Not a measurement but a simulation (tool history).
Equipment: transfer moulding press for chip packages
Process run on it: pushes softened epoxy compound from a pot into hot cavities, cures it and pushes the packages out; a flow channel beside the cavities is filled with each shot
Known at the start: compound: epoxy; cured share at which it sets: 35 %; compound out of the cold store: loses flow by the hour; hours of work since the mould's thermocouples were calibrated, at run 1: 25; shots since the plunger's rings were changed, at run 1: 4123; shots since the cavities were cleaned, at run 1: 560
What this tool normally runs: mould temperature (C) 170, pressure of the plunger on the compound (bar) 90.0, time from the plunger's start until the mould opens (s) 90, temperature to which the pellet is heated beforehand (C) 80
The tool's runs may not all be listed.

| run | hour | mould temperature (C) | pressure of the plunger on the compound (bar) | time from the plunger's start until the mould opens (s) | temperature to which the pellet is heated beforehand (C) | hours of work since the mould's thermocouples were calibrated | shots since the plunger's rings were changed | shots since the cavities were cleaned | incoming compound's hours out of the cold store | length that the compound runs in the flow channel (mm) | greatest force on the pins that push the packages out (N) |
|---|---|---|---|---|---|---|---|---|---|---|---|
| 1 | 0.0 | 170 | 90.0 | 90 | 80 | 25 | 4123 | 560 | 27.1 | 541 | 751 |
|  | 15.1 | cavities cleaned with cleaning compound and waxed |
| 2 | 19.3 | 170 | 90.0 | 90 | 80 | 36 | 4311 | 43 | 43.7 | 508 | 534 |
| 3 | 32.9 | 170 | 90.0 | 90 | 80 | 44 | 4456 | 188 | 26.9 | 533 | 613 |
| 4 | 50.9 | 170 | 90.0 | 90 | 80 | 55 | 4647 | 379 | 29.4 | 536 | 673 |
| 5 | 61.7 | 170 | 90.0 | 90 | 80 | 61 | 4761 | 493 | 34.2 | 533 | 687 |
| 6 | 75.2 | 170 | 90.0 | 90 | 85 | 69 | 4905 | 637 | 41.2 | 496 | 713 |
|  | 81.9 | cavities cleaned with cleaning compound and waxed |
| 7 | 88.8 | 171 | 91.6 | 120 | 77 | 76 | 5033 | 73 | 22.0 | 556 | 438 |
|  | 98.3 | plunger's sealing rings changed |
| 8 | 107.5 | 166 | 90.0 | 110 | 88 | 86 | 97 | 245 | 8.3 | 636 | 577 |
| 9 | 120.8 | 177 | 90.0 | 119 | 80 | 94 | 238 | 386 | 8.8 | 627 | 529 |
| 10 | 133.8 | 177 | 80.0 | 119 | 74 | 101 | 376 | 524 | 45.9 | 498 | 575 |
| 11 | 145.5 | 177 | 80.0 | 119 | 74 | 108 | 500 | 648 | 18.0 | 563 | 585 |

Forecast each of these 5 alternatives for the next run:
|  | 151.5 | cavities cleaned with cleaning compound and waxed |
| A | 163.9 | 170 | 88.1 | 114 | 80 | 118 | 679 | 132 | 31.8 | ? | ? |
|  | 151.5 | cavities cleaned with cleaning compound and waxed |
| B | 163.9 | 162 | 90.0 | 81 | 86 | 118 | 679 | 132 | 47.6 | ? | ? |
|  | 151.5 | cavities cleaned with cleaning compound and waxed |
| C | 163.9 | 165 | 90.0 | 86 | 80 | 118 | 679 | 132 | 41.6 | ? | ? |
|  | 151.5 | cavities cleaned with cleaning compound and waxed |
| D | 163.9 | 175 | 90.0 | 86 | 80 | 118 | 679 | 132 | 8.2 | ? | ? |
|  | 151.5 | cavities cleaned with cleaning compound and waxed |
| E | 163.9 | 170 | 83.0 | 80 | 74 | 118 | 679 | 132 | 9.2 | ? | ? |

| run | length that the compound runs in the flow channel (mm) | greatest force on the pins that push the packages out (N) |
|---|---|---|
| A | 547 | 473 |
| B | 537 | 1114 |
| C | 549 | 805 |
| D | 627 | 523 |
| E | 605 | 804 |
Had the tool no hidden state, the same runs would have come out as:
| run | length that the compound runs in the flow channel (mm) | greatest force on the pins that push the packages out (N) |
|---|---|---|
| A | 554 | 407 |
| B | 544 | 952 |
| C | 555 | 688 |
| D | 634 | 448 |
| E | 612 | 687 |
